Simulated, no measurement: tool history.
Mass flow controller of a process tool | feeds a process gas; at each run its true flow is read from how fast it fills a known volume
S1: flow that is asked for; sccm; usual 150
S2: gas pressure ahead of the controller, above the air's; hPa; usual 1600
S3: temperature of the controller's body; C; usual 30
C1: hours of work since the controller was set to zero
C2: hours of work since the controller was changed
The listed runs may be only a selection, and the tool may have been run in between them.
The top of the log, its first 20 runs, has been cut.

{"run": 21, "hour": 7579.8, "S1": 150, "S2": 1600, "S3": 31, "C1": 674, "C2": 674, "true flow (%)": 98.31}
{"run": 22, "hour": 7829.1, "S1": 150, "S2": 2100, "S3": 30, "C1": 757, "C2": 757, "true flow (%)": 98.49}
{"run": 23, "hour": 8121.5, "S1": 150, "S2": 2100, "S3": 30, "C1": 855, "C2": 855, "true flow (%)": 98.28}
{"run": 24, "hour": 8423.1, "S1": 150, "S2": 2100, "S3": 28, "C1": 955, "C2": 955, "true flow (%)": 98.33}
{"run": 25, "hour": 8747.2, "S1": 150, "S2": 2560, "S3": 28, "C1": 1064, "C2": 1064, "true flow (%)": 98.37}
{"run": 26, "hour": 9046.5, "S1": 150, "S2": 2560, "S3": 28, "C1": 1164, "C2": 1164, "true flow (%)": 98.4}
{"run": 27, "hour": 9451.7, "S1": 415, "S2": 1810, "S3": 39, "C1": 1299, "C2": 1299, "true flow (%)": 99.48}
{"run": 28, "hour": 9703.0, "S1": 415, "S2": 1810, "S3": 24, "C1": 1383, "C2": 1383, "true flow (%)": 98.75}
{"hour": 9740.9, "done": "controller's zero set anew"}
{"run": 29, "hour": 10086.8, "S1": 130, "S2": 1600, "S3": 20, "C1": 115, "C2": 1511, "true flow (%)": 96.43}
{"run": 30, "hour": 10444.5, "S1": 429, "S2": 1600, "S3": 30, "C1": 235, "C2": 1630, "true flow (%)": 98.83}
{"run": 31, "hour": 10869.1, "S1": 429, "S2": 1600, "S3": 30, "C1": 377, "C2": 1772, "true flow (%)": 98.69}
{"run": 32, "hour": 11171.5, "S1": 265, "S2": 1770, "S3": 39, "C1": 478, "C2": 1873, "true flow (%)": 98.52}

What does the tool deliver on the next run?
{"hour": 11359.7, "done": "controller's zero set anew, once more"}
{"run": 33, "hour": 11447.6, "S1": 113, "S2": 1600, "S3": 30, "C1": 29, "C2": 1965, "true flow (%)": "?"}

{"run 33": {"true flow (%)": 97.99}}
Minus the tool's unlogged condition, the same run would have read true flow (%) 98.75.
